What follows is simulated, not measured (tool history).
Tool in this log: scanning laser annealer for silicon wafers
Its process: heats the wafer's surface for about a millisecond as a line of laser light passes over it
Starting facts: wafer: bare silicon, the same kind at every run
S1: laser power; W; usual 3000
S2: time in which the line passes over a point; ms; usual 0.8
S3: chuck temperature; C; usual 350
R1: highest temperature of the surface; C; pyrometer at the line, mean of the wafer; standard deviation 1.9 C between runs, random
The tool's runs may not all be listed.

run	hour	S1	S2	S3	R1
1	0	3000	0.8	350	1080
2	8.2	3000	0.8	350	1078
3	18.4	3000	0.8	350	1079
4	37.6	3175	0.8	350	1121
5	46.2	3175	0.8	350	1123
6	63.2	3175	0.8	350	1119
7	78.8	3000	0.8	350	1073
8	96.3	3000	0.8	350	1073
# hour 103.2: window over the wafer cleaned
9	108.8	3000	0.8	350	1116
10	122.3	3000	0.8	350	1110
11	135.7	3000	0.8	350	1116
12	146.4	2919	0.652	324	995
# hour 150.2: laser's power meter calibrated
13	161.8	2890	0.595	362	997
14	173.1	3295	0.901	350	1242
15	182.5	3295	0.901	350	1241
# hour 200: laser's power meter calibrated, once more
16	201.9	3295	0.901	350	1232
17	219.3	2850	0.824	350	1072
18	230.9	3153	0.8	374	1168
19	246.4	3153	0.8	374	1163
20	255.2	3153	0.562	374	1045
21	268.6	3153	0.562	374	1042
22	277.8	3153	0.562	374	1037

What if the next run were any one of these 4? Each begins from the tool's condition after run 22:
A	291.2	3012	0.842	380	?
B	291.2	2565	0.8	345	?
C	291.2	2769	0.697	323	?
D	291.2	3000	0.956	350	?

run	R1
A	1150
B	980
C	966
D	1162
Take away the tool's hidden state, keep each run's random variation, and the runs would have read:
run	R1
A	1178
B	1003
C	989
D	1192
